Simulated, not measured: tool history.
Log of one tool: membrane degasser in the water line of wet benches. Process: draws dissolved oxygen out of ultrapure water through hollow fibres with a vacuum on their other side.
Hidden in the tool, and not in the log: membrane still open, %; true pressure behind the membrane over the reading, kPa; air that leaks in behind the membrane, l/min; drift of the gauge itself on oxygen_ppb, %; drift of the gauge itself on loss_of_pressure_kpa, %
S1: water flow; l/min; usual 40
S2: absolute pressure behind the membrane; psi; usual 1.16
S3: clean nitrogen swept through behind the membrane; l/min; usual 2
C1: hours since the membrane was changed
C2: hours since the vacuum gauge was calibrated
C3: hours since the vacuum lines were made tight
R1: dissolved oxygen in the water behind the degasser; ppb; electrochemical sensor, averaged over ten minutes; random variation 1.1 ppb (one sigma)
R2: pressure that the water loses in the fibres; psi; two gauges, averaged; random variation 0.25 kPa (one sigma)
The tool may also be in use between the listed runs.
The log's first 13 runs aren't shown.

{"day": 43.417, "done": "vacuum gauge calibrated, once more"}
{"run": 14, "day": 43.762, "S1": 40, "S2": 1.16, "S3": 2, "C1": 3417, "C2": 8, "C3": 13466, "R1": 224.6, "R2": 9.545}
{"run": 15, "day": 46.325, "S1": 40, "S2": 1.16, "S3": 1.61, "C1": 3479, "C2": 70, "C3": 13527, "R1": 265.6, "R2": 9.6}
{"run": 16, "day": 50.821, "S1": 40, "S2": 1.16, "S3": 1.61, "C1": 3587, "C2": 178, "C3": 13635, "R1": 266.1, "R2": 9.578}
{"run": 17, "day": 55.346, "S1": 40, "S2": 1.16, "S3": 1.61, "C1": 3695, "C2": 286, "C3": 13744, "R1": 264.8, "R2": 9.629}
{"day": 55.846, "done": "seals of the vacuum lines changed"}
{"run": 18, "day": 58.096, "S1": 42, "S2": 1.143, "S3": 0.84, "C1": 3759, "C2": 350, "C3": 54, "R1": 447.1, "R2": 10.129}
{"run": 19, "day": 61.083, "S1": 30, "S2": 1.075, "S3": 0.83, "C1": 3831, "C2": 422, "C3": 126, "R1": 307.1, "R2": 7.25}
{"run": 20, "day": 65.029, "S1": 30, "S2": 1.075, "S3": 0.83, "C1": 3926, "C2": 517, "C3": 220, "R1": 310, "R2": 7.181}
{"run": 21, "day": 67.767, "S1": 40, "S2": 1.078, "S3": 2.39, "C1": 3991, "C2": 582, "C3": 286, "R1": 170.8, "R2": 9.574}
{"run": 22, "day": 69.921, "S1": 42, "S2": 2.48, "S3": 2, "C1": 4043, "C2": 634, "C3": 338, "R1": 619.1, "R2": 10.069}
{"run": 23, "day": 74.183, "S1": 40, "S2": 1.16, "S3": 3.87, "C1": 4145, "C2": 736, "C3": 440, "R1": 128.2, "R2": 9.529}
{"run": 24, "day": 76.662, "S1": 40, "S2": 1.16, "S3": 3.87, "C1": 4205, "C2": 796, "C3": 500, "R1": 127.6, "R2": 9.631}
{"run": 25, "day": 80.129, "S1": 28, "S2": 2.483, "S3": 3.87, "C1": 4288, "C2": 879, "C3": 583, "R1": 240, "R2": 6.702}
{"run": 26, "day": 84.329, "S1": 45, "S2": 2.483, "S3": 4.57, "C1": 4389, "C2": 980, "C3": 684, "R1": 330.7, "R2": 10.775}
{"run": 27, "day": 86.696, "S1": 40, "S2": 1.16, "S3": 1.98, "C1": 4446, "C2": 1037, "C3": 740, "R1": 225.1, "R2": 9.557}
{"run": 28, "day": 90.312, "S1": 45, "S2": 1.16, "S3": 3.04, "C1": 4533, "C2": 1123, "C3": 827, "R1": 176.1, "R2": 10.836}
{"run": 29, "day": 93.392, "S1": 45, "S2": 1.16, "S3": 3.04, "C1": 4606, "C2": 1197, "C3": 901, "R1": 177, "R2": 10.844}
{"run": 30, "day": 96.638, "S1": 41, "S2": 1.443, "S3": 2.28, "C1": 4684, "C2": 1275, "C3": 979, "R1": 279.2, "R2": 9.852}
{"run": 31, "day": 101.138, "S1": 32, "S2": 1.16, "S3": 2, "C1": 4792, "C2": 1383, "C3": 1087, "R1": 179.5, "R2": 7.694}
{"run": 32, "day": 103.725, "S1": 40, "S2": 1.394, "S3": 1.1, "C1": 4854, "C2": 1445, "C3": 1149, "R1": 469.1, "R2": 9.581}
{"run": 33, "day": 106.004, "S1": 50, "S2": 1.047, "S3": 3.11, "C1": 4909, "C2": 1500, "C3": 1204, "R1": 168.3, "R2": 11.976}

Forecast each of these 3 alternatives for the next run:
{"run": "A", "day": 109.817, "S1": 46, "S2": 0.843, "S3": 1.1, "C1": 5001, "C2": 1592, "C3": 1295, "R1": "?", "R2": "?"}
{"run": "B", "day": 109.817, "S1": 52, "S2": 0.785, "S3": 3.29, "C1": 5001, "C2": 1592, "C3": 1295, "R1": "?", "R2": "?"}
{"run": "C", "day": 109.817, "S1": 39, "S2": 1.047, "S3": 3.11, "C1": 5001, "C2": 1592, "C3": 1295, "R1": "?", "R2": "?"}

run=A R1=231.7 R2=11.088
run=B R1=105.4 R2=12.499
run=C R1=127.1 R2=9.381
Without the tool's hidden state the same runs would have given:
run=A R1=226.3 R2=10.933
run=B R1=101.7 R2=12.324
run=C R1=124.6 R2=9.249
